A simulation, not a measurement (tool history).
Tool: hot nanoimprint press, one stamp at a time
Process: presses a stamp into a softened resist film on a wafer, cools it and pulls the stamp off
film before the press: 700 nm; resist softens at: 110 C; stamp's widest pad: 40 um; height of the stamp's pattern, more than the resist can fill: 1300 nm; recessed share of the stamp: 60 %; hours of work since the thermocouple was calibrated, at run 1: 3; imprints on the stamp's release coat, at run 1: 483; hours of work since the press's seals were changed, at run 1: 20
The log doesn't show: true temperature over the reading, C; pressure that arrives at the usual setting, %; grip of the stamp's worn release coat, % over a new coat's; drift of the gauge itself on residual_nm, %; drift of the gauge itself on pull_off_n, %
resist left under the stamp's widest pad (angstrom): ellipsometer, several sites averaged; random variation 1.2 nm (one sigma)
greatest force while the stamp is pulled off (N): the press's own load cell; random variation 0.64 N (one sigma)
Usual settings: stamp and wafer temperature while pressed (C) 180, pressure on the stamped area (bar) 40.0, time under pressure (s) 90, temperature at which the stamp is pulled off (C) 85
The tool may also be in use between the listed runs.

run,day,stamp and wafer temperature while pressed (C),pressure on the stamped area (bar),time under pressure (s),temperature at which the stamp is pulled off (C),hours of work since the thermocouple was calibrated,imprints on the stamp's release coat,hours of work since the press's seals were changed,resist left under the stamp's widest pad (angstrom),greatest force while the stamp is pulled off (N)
1,0.000,180,40.0,90,85,3,483,20,2869,99.3
2,1.529,185,40.0,90,85,18,601,35,2310,99.2
# day 2.721: stamp cleaned and given a new release coat
3,2.979,185,40.0,90,85,30,20,48,2300,98.6
4,4.767,180,40.0,90,85,49,158,66,2849,98.1
5,6.008,180,40.0,90,77,61,254,78,2843,117.9
6,7.008,180,40.0,90,77,71,331,89,2851,116.9
7,8.412,185,40.0,90,85,86,439,103,2294,98.1
8,9.438,180,40.0,90,85,96,518,113,2844,98.2
9,11.008,187,40.0,90,85,112,640,129,2109,98.5
# day 11.679: stamp cleaned and given a new release coat
10,12.142,187,40.0,90,85,121,36,138,2126,97.4
11,13.629,187,40.0,90,85,136,151,153,2110,97.9
12,14.950,180,40.0,94,85,150,252,167,2816,98.2
13,16.338,180,45.7,94,85,164,360,181,2617,97.9
14,18.092,180,40.0,90,85,182,495,199,2844,99.5
15,19.308,180,40.0,90,85,194,589,211,2826,98.6
# day 20.592: stamp cleaned and given a new release coat
16,20.650,180,40.0,90,85,205,5,222,2835,98.3
17,21.992,180,40.0,90,85,219,109,236,2825,96.6
18,22.938,180,40.0,90,85,228,182,245,2843,97.9
19,24.467,178,60.8,54,87,244,299,261,3061,93.4
20,25.346,169,29.2,54,87,253,368,270,5496,92.7
21,27.233,171,40.0,90,70,272,513,289,4142,135.4
# day 29.496: stamp cleaned and given a new release coat
22,29.542,180,40.0,52,85,293,4,310,3444,97.6
23,30.846,180,40.0,52,85,306,104,323,3448,97.5
24,32.433,180,40.0,90,77,322,227,339,2821,118.3
25,33.671,180,40.0,90,77,335,323,352,2826,117.0
26,34.971,182,40.0,90,82,348,423,365,2585,105.2
27,36.942,182,40.0,90,82,368,575,385,2574,104.4
# day 38.500: stamp cleaned and given a new release coat
28,38.862,185,40.0,90,85,385,28,402,2275,98.2
29,40.096,185,28.1,49,71,398,123,415,3373,131.7

Hidden state at the last listed run before each entry between runs and at the first one after, where it differs:
Between runs 2 and 3: stamp cleaned and given a new release coat (day 2.721)
  grip of the stamp's worn release coat, % over a new coat's: 0.1 -> 0; drift of the gauge itself on residual_nm, %: -0.07 -> -0.13
  measured less the result without the state, resist left under the stamp's widest pad (angstrom): -2 -> -3
Between runs 9 and 10: stamp cleaned and given a new release coat (day 11.679)
  grip of the stamp's worn release coat, % over a new coat's: 0.1 -> 0; drift of the gauge itself on residual_nm, %: -0.52 -> -0.56
  measured less the result without the state, resist left under the stamp's widest pad (angstrom): -11 -> -11
Between runs 15 and 16: stamp cleaned and given a new release coat (day 20.592)
  grip of the stamp's worn release coat, % over a new coat's: 0.1 -> 0; drift of the gauge itself on residual_nm, %: -0.91 -> -0.96
  measured less the result without the state, resist left under the stamp's widest pad (angstrom): -24 -> -26
Between runs 21 and 22: stamp cleaned and given a new release coat (day 29.496)
  grip of the stamp's worn release coat, % over a new coat's: 0.1 -> 0; drift of the gauge itself on residual_nm, %: -1.28 -> -1.37
  measured less the result without the state, resist left under the stamp's widest pad (angstrom): -51 -> -46
Between runs 27 and 28: stamp cleaned and given a new release coat (day 38.500)
  pressure that arrives at the usual setting, %: 99.95 -> 99.94; grip of the stamp's worn release coat, % over a new coat's: 0.1 -> 0; drift of the gauge itself on residual_nm, %: -1.73 -> -1.81
  measured less the result without the state, resist left under the stamp's widest pad (angstrom): -43 -> -39
